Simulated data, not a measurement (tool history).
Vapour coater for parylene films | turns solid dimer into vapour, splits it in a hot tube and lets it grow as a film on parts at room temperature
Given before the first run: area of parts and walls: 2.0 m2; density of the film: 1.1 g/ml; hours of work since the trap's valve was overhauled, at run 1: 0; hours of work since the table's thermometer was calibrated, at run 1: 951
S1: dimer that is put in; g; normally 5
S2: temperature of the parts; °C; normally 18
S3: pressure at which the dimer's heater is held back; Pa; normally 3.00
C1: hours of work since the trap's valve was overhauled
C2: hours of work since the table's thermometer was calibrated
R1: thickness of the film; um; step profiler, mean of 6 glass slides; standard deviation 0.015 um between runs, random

run     day  S1  S2     S3   C1    C2    R1
  1   0.000   5  18   3.00    0   951  1.66
  2   1.967   5  18   3.00   42   993  1.63
  3   3.888   5  18   3.00   84  1035  1.59
  4   7.333   5  18   3.00  158  1109  1.51
  5  10.129   5  18   3.00  218  1169  1.46
     11.183  -- trap's valve overhauled
  6  12.588   5  18   2.62   30  1218  1.67
  7  14.421   5  18   2.62   70  1258  1.63
  8  16.104   5  18   3.00  106  1294  1.57
  9  18.946   5  10   3.00  167  1355  1.74
 10  21.642   5  10   3.00  225  1413  1.70
     22.329  -- trap's valve overhauled
 11  23.283   5  10   3.00   20  1444  1.89
 12  24.779   5  10   3.00   53  1477  1.87
 13  27.483   5  10   3.00  111  1535  1.81
 14  29.146   5  10   3.00  146  1570  1.78
 15  31.554   5  18   3.00  198  1622  1.49
     33.238  -- trap's valve overhauled
 16  34.704   5  18   6.70   32  1686  1.57
 17  36.683   5  18   8.21   74  1729  1.50
 18  38.967   5  18   5.67  123  1778  1.50
 19  42.458   5  17  11.24  198  1853  1.39
     44.179  -- trap's valve overhauled
 20  44.179   5  17  11.24    0  1887  1.54
 21  46.317   5  18   8.23   46  1932  1.49
 22  49.350   5  20   3.79  111  1998  1.53
 23  52.196   7  19   3.79  172  2059  2.04

Expected results for the next run?
     53.396  -- table's thermometer calibrated
 24  54.917   7  19  3.79  230  33   ?

Logged for run 24: R1 1.92 um.
Minus the tool's unlogged condition, the same run would have read R1 2.23 um.
